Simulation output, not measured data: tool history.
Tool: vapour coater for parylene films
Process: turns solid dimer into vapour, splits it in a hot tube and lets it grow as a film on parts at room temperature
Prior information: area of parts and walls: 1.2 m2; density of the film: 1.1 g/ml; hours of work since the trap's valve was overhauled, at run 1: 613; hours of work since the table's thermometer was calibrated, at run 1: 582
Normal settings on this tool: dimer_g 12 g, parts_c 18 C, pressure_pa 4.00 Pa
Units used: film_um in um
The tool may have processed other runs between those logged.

run	hour	dimer_g	parts_c	pressure_pa	hours of work since the trap's valve was overhauled	hours of work since the table's thermometer was calibrated	film_um
1	0.0	12	18	4.00	613	582	5.17
# hour 11.2: trap's valve overhauled
2	47.2	12	18	4.00	16	600	4.85
3	85.4	12	18	4.00	32	617	4.90
4	125.3	12	18	5.69	50	634	4.59
5	152.6	12	18	3.97	61	646	4.88
6	192.5	12	18	3.97	79	664	4.89
7	223.5	12	18	6.81	92	677	4.43
# hour 237.1: trap's valve overhauled, once more
8	260.3	13	11	5.57	10	691	8.37
9	300.8	13	11	5.57	28	709	8.34
10	342.2	7	18	4.00	46	727	3.48
11	381.0	7	18	4.00	62	744	3.52
12	408.6	8	18	4.42	74	756	3.90
13	446.2	8	18	8.69	91	772	3.49
14	475.4	8	18	8.69	104	785	3.49

4 options for the next run, each taken on its own from the tool as it stands now. Forecast them:
A	512.0	8	25	2.74	119	801	?
B	512.0	11	14	8.69	119	801	?
C	512.0	10	20	2.09	119	801	?
D	512.0	8	21	6.74	119	801	?

run	film_um
A	3.03
B	5.76
C	4.92
D	3.14
The same runs, with their run-to-run variation unchanged, on a tool lacking any hidden condition would have given:
run	film_um
A	3.03
B	5.75
C	4.91
D	3.14

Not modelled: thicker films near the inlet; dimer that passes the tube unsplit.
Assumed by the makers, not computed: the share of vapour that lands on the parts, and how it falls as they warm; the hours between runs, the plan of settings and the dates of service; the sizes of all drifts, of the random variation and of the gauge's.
